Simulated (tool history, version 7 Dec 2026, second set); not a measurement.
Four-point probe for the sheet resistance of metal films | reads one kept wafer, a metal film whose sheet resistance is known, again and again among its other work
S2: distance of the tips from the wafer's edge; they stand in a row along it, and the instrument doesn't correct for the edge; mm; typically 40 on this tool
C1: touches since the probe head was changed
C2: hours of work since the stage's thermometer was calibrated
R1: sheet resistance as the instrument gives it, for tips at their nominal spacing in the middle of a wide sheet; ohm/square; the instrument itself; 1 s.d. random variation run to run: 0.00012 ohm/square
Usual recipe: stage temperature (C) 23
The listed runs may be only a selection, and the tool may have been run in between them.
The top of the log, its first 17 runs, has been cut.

run 18 hour=437.8 | stage_temperature_(C)=23 S2=40 | C1=91137 C2=330 | R1=0.605183
run 19 hour=466.5 | stage_temperature_(C)=23 S2=40 | C1=91929 C2=342 | R1=0.605435
run 20 hour=495.0 | stage_temperature_(C)=22 S2=40 | C1=92716 C2=355 | R1=0.605949
run 21 hour=527.0 | stage_temperature_(C)=22 S2=40 | C1=93601 C2=369 | R1=0.605743
run 22 hour=546.4 | stage_temperature_(C)=26 S2=19 | C1=94137 C2=377 | R1=0.604152
run 23 hour=566.7 | stage_temperature_(C)=26 S2=21 | C1=94699 C2=386 | R1=0.603961
run 24 hour=585.7 | stage_temperature_(C)=18 S2=40 | C1=95225 C2=395 | R1=0.608984
run 25 hour=612.0 | stage_temperature_(C)=18 S2=40 | C1=95951 C2=406 | R1=0.608904
run 26 hour=645.6 | stage_temperature_(C)=23 S2=51 | C1=96880 C2=421 | R1=0.605546
run 27 hour=679.1 | stage_temperature_(C)=19 S2=11 | C1=97805 C2=436 | R1=0.610683
-- hour=681.5 stage's thermometer calibrated
-- hour=702.2 new probe head fitted
run 28 hour=702.2 | stage_temperature_(C)=26 S2=57 | C1=0 C2=9 | R1=0.601247
run 29 hour=719.4 | stage_temperature_(C)=26 S2=57 | C1=476 C2=16 | R1=0.601110
run 30 hour=740.5 | stage_temperature_(C)=32 S2=15 | C1=1060 C2=26 | R1=0.598943
run 31 hour=758.3 | stage_temperature_(C)=32 S2=15 | C1=1550 C2=33 | R1=0.598923
run 32 hour=793.5 | stage_temperature_(C)=23 S2=5 | C1=2523 C2=49 | R1=0.615837
run 33 hour=832.5 | stage_temperature_(C)=23 S2=5 | C1=3602 C2=66 | R1=0.615932
run 34 hour=852.0 | stage_temperature_(C)=23 S2=5 | C1=4142 C2=75 | R1=0.615905
-- hour=865.0 stage's thermometer calibrated, once more
run 35 hour=870.5 | stage_temperature_(C)=27 S2=40 | C1=4640 C2=2 | R1=0.601087
run 36 hour=890.4 | stage_temperature_(C)=27 S2=40 | C1=5188 C2=11 | R1=0.601258
run 37 hour=919.3 | stage_temperature_(C)=33 S2=8 | C1=5987 C2=24 | R1=0.602117

The next listed run, before its measurement:
run 38 hour=947.0 | stage_temperature_(C)=22 S2=53 | C1=6754 C2=36 | R1=?

{"run 38": {"R1": 0.604503}}
Minus the tool's unlogged condition, the same run would have read R1 0.601464 ohm/square.
